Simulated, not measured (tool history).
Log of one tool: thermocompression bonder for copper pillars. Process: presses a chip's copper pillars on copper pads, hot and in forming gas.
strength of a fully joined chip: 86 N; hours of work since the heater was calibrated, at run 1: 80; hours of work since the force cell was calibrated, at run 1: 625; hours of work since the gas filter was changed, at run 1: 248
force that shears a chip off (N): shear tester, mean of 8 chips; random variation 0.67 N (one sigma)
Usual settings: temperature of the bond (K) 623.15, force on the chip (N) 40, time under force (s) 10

run	day	temperature of the bond (K)	force on the chip (N)	time under force (s)	hours of work since the heater was calibrated	hours of work since the force cell was calibrated	hours of work since the gas filter was changed	force that shears a chip off (N)
1	0	623.15	40	10	80	625	248	40.3
2	0.467	610.15	40	10	85	629	253	36.2
3	0.7	610.15	40	10	87	632	255	36.1
4	1.154	610.15	40	10	92	636	260	36.6
5	1.462	623.15	40	22	95	639	263	51.7
6	1.838	623.15	40	22	99	643	267	52.1
7	2.092	623.15	40	10	101	646	269	41.2
8	2.467	623.15	40	10	105	649	273	40.2
# day 2.612: forming gas filter changed
9	2.929	623.15	40	10	109	654	3	44
10	3.162	623.15	40	10	112	656	6	44.3
11	3.362	623.15	40	10	114	658	8	44.9
12	3.746	623.15	40	10	117	662	11	46.1
13	4.208	634.15	40	10	122	667	16	48.9
14	4.608	623.15	40	10	126	671	20	45.8
15	5.004	623.15	40	10	130	675	24	44
16	5.392	623.15	40	19	134	678	28	54.9
17	5.704	623.15	40	10	137	682	31	44.8
18	6.071	606.15	28	16	141	685	35	38
19	6.292	606.15	33	16	143	687	37	40.5
20	6.621	617.15	35	14	146	691	40	43.3
21	6.912	617.15	35	14	149	694	43	44.1
22	7.121	639.15	40	16	151	696	45	56.7
# day 7.204: force cell calibrated
23	7.542	640.15	40	17	155	3	49	58.7
24	7.829	640.15	58	13	158	6	52	62.6
25	8.171	623.15	40	23	161	10	55	57.3
26	8.438	620.15	26	24	164	12	58	46.3
27	8.712	648.15	32	25	166	15	60	62.9
28	8.958	648.15	38	25	169	18	63	66.3
29	9.279	600.15	51	7	172	21	66	35.4
# day 9.683: force cell calibrated, once more
30	9.721	620.15	40	10	176	0	70	40.9
31	10.188	620.15	40	10	181	5	75	41.1
32	10.396	620.15	56	5	183	7	77	40.2
33	10.796	632.15	40	12	187	11	81	48.9

Forecast each of these 5 alternatives for the next run:
A	11.054	620.15	40	12	189	14	83	?
B	11.054	649.15	43	5	189	14	83	?
C	11.054	620.15	60	10	189	14	83	?
D	11.054	623.15	39	10	189	14	83	?
E	11.054	638.15	41	5	189	14	83	?

run	force that shears a chip off (N)
A	44.6
B	43.2
C	49.9
D	43.2
E	37.9
Without the tool's hidden state the same runs would have given:
run	force that shears a chip off (N)
A	46.2
B	44.7
C	51.7
D	44.7
E	39.2

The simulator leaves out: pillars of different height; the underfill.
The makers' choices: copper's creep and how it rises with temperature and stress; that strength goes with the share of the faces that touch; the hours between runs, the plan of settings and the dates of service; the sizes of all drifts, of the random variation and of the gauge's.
